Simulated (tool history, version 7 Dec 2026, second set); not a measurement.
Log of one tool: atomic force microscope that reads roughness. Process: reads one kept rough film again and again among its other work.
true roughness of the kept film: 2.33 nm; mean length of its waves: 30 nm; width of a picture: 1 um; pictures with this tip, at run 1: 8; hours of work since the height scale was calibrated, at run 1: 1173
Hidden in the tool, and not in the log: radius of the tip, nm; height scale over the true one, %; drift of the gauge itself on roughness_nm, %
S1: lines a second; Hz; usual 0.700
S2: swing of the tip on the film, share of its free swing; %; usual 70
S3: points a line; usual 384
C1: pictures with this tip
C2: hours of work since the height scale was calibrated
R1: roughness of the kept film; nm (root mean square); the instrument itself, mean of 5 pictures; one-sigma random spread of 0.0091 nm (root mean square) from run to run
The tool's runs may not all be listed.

run 1 hour=0.0 | S1=0.700 S2=70 S3=384 | C1=8 C2=1173 | R1=1.941
run 2 hour=35.8 | S1=0.700 S2=70 S3=437 | C1=82 C2=1196 | R1=1.586
-- hour=52.0 new tip fitted
run 3 hour=68.7 | S1=0.782 S2=70 S3=384 | C1=34 C2=1217 | R1=1.771
-- hour=109.1 new tip fitted
run 4 hour=114.2 | S1=0.782 S2=70 S3=384 | C1=11 C2=1246 | R1=1.920
run 5 hour=150.2 | S1=0.782 S2=60 S3=384 | C1=85 C2=1269 | R1=1.599
-- hour=167.1 new tip fitted
run 6 hour=190.2 | S1=0.782 S2=60 S3=384 | C1=48 C2=1295 | R1=1.712
run 7 hour=214.7 | S1=0.806 S2=70 S3=383 | C1=98 C2=1310 | R1=1.504
-- hour=219.5 height scale calibrated on a step standard
-- hour=226.5 new tip fitted
run 8 hour=254.9 | S1=0.806 S2=70 S3=383 | C1=58 C2=22 | R1=1.706
-- hour=284.7 new tip fitted
run 9 hour=288.7 | S1=0.700 S2=59 S3=924 | C1=8 C2=44 | R1=1.934
run 10 hour=320.6 | S1=0.700 S2=59 S3=924 | C1=74 C2=64 | R1=1.587
-- hour=342.6 new tip fitted
run 11 hour=353.9 | S1=0.700 S2=75 S3=384 | C1=23 C2=85 | R1=1.842
-- hour=371.8 height scale calibrated on a step standard, once more
run 12 hour=389.3 | S1=1.115 S2=55 S3=288 | C1=94 C2=11 | R1=1.555

Here are 4 independent what-if runs from the current tool condition. What would each one return?
-- hour=399.1 new tip fitted
run A hour=414.7 | S1=0.954 S2=64 S3=690 | C1=32 C2=27 | R1=?
-- hour=399.1 new tip fitted
run B hour=414.7 | S1=3.836 S2=69 S3=288 | C1=32 C2=27 | R1=?
-- hour=399.1 new tip fitted
run C hour=414.7 | S1=0.966 S2=64 S3=988 | C1=32 C2=27 | R1=?
-- hour=399.1 new tip fitted
run D hour=414.7 | S1=1.416 S2=56 S3=288 | C1=32 C2=27 | R1=?

run=A R1=1.882
run=B R1=1.704
run=C R1=1.892
run=D R1=1.866
The same runs, with their run-to-run variation unchanged, on a tool lacking any hidden condition would have given:
run=A R1=2.066
run=B R1=1.871
run=C R1=2.077
run=D R1=2.049
